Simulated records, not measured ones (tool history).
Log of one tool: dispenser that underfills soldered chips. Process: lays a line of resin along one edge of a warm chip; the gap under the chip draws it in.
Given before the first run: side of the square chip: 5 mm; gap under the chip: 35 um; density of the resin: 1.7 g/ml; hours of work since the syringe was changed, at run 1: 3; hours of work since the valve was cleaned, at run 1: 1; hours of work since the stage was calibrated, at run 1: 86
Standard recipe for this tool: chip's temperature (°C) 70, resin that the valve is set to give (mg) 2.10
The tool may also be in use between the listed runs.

run,day,chip's temperature (°C),resin that the valve is set to give (mg),hours of work since the syringe was changed,hours of work since the valve was cleaned,hours of work since the stage was calibrated,time until the resin shows at the far edge (s),resin that the valve gave (mg)
1,0.000,70,2.10,3,1,86,51.7,2.09
2,0.171,70,2.10,6,3,89,62.8,2.09
# day 0.375: new syringe of resin
3,0.454,55,2.10,1,7,93,75.7,2.09
4,0.717,55,1.83,5,11,97,101.3,1.82
# day 0.967: new syringe of resin
5,1.012,59,2.10,1,15,101,63.4,2.08
6,1.175,59,1.92,3,18,103,79.1,1.90
7,1.358,59,1.92,6,20,106,93.5,1.88
# day 1.562: new syringe of resin
8,1.562,70,2.10,0,23,109,43.7,2.06
9,1.725,70,2.10,2,26,111,50.6,2.05
10,1.892,70,2.10,5,28,113,59.5,2.07
11,2.088,70,2.10,8,31,116,72.3,2.04
# day 2.150: new syringe of resin
12,2.221,62,2.10,1,33,118,60.7,2.05
13,2.488,83,2.41,5,37,122,39.8,2.36
14,2.604,64,2.28,7,38,124,81.0,2.23
# day 2.733: new syringe of resin
15,2.750,64,1.92,0,40,126,56.5,1.86
16,2.925,84,1.88,3,43,128,37.0,1.81
17,3.071,62,2.21,5,45,130,78.9,2.14
# day 3.321: new syringe of resin
18,3.321,62,2.21,0,48,134,52.9,2.13
19,3.454,62,2.21,2,50,136,61.5,2.13
20,3.621,73,2.12,4,53,138,51.8,2.05
21,3.742,73,2.12,6,54,140,58.3,2.04
22,3.879,73,2.12,8,56,142,65.2,2.01
# day 3.904: new syringe of resin
23,4.162,61,1.93,4,60,146,75.6,1.82
24,4.292,67,2.26,6,62,148,67.5,2.15

Each run again, without the hidden state but with its own random variation kept:
The hidden state here: resin's viscosity, % of fresh resin's; dose that the valve gives, % of what is set; true chip temperature over the reading, C; drift of the gauge itself on fill_s, %; drift of the gauge itself on given_mg, %.
run,time until the resin shows at the far edge (s),resin that the valve gave (mg)
1,42.0,2.09
2,43.5,2.11
3,68.8,2.11
4,71.1,1.84
5,58.7,2.11
6,62.5,1.92
7,61.7,1.91
8,42.7,2.09
9,42.3,2.09
10,42.0,2.12
11,42.6,2.09
12,54.9,2.10
13,27.8,2.43
14,50.6,2.30
15,53.1,1.92
16,29.4,1.87
17,54.7,2.21
18,52.7,2.21
19,53.7,2.21
20,38.6,2.13
21,38.6,2.12
22,37.7,2.10
23,57.2,1.91
24,45.4,2.26
